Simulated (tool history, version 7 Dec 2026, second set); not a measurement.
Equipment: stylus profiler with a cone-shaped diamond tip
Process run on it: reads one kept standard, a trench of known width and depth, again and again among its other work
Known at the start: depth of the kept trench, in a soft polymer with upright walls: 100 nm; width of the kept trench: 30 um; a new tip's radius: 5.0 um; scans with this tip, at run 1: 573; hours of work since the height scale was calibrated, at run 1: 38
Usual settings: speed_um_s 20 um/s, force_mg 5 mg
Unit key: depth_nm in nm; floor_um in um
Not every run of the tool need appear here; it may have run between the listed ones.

| run | hour | speed_um_s | force_mg | scans with this tip | hours of work since the height scale was calibrated | depth_nm | floor_um |
|---|---|---|---|---|---|---|---|
| 1 | 0 | 20 | 5 | 573 | 38 | 102.39 | 27.81 |
| 2 | 25.9 | 20 | 5 | 881 | 59 | 102.49 | 27.86 |
| 3 | 48.1 | 20 | 5 | 1145 | 76 | 102.43 | 27.82 |
| 4 | 69.2 | 20 | 5.63 | 1397 | 93 | 102.63 | 27.8 |
| 5 | 99.5 | 20 | 5.63 | 1757 | 117 | 102.69 | 27.77 |
| 6 | 121.1 | 20 | 3.17 | 2014 | 134 | 101.75 | 27.77 |
| 7 | 154.3 | 20 | 3.17 | 2408 | 161 | 101.79 | 27.68 |
| 8 | 172.7 | 20 | 5 | 2627 | 175 | 102.46 | 27.73 |
| 9 | 188.9 | 20 | 5 | 2820 | 188 | 102.48 | 27.65 |
| 10 | 222.2 | 20 | 5.72 | 3216 | 215 | 102.63 | 27.67 |
| 11 | 254.4 | 9 | 5 | 3599 | 240 | 102.43 | 27.64 |
| 12 | 284.8 | 9 | 5 | 3959 | 264 | 102.39 | 27.57 |
| 13 | 312.3 | 9 | 5 | 4287 | 286 | 102.36 | 27.61 |
| 14 | 346 | 9 | 5 | 4687 | 313 | 102.43 | 27.58 |
| 15 | 379.5 | 6 | 5 | 5086 | 340 | 102.43 | 27.61 |
| 16 | 398 | 6 | 5 | 5306 | 354 | 102.37 | 27.53 |
|  | 401.6 | height scale calibrated on a step standard |
| 17 | 424.6 | 6 | 5 | 5616 | 18 | 102.43 | 27.54 |
| 18 | 441.3 | 6 | 5 | 5814 | 31 | 102.37 | 27.52 |
|  | 449.9 | height scale calibrated on a step standard, once more |
| 19 | 466 | 20 | 5 | 6103 | 13 | 102.46 | 27.43 |
| 20 | 488.9 | 20 | 5 | 6375 | 31 | 102.44 | 27.42 |
| 21 | 515.3 | 20 | 8.59 | 6689 | 52 | 103.54 | 27.41 |
| 22 | 532.6 | 20 | 8.59 | 6894 | 66 | 103.49 | 27.29 |
| 23 | 548.4 | 20 | 8.59 | 7083 | 78 | 103.47 | 27.37 |
| 24 | 568.3 | 20 | 8.59 | 7319 | 94 | 103.48 | 27.4 |

What will run 25 give?
| 25 | 599.9 | 8 | 2.34 | 7694 | 119 | ? | ? |

depth_nm: 101.42 nm
floor_um: 27.39 um
Take away the tool's hidden state, keep the run-to-run variation as it was, and the same run would have given depth_nm 101.48 nm, floor_um 28 um.

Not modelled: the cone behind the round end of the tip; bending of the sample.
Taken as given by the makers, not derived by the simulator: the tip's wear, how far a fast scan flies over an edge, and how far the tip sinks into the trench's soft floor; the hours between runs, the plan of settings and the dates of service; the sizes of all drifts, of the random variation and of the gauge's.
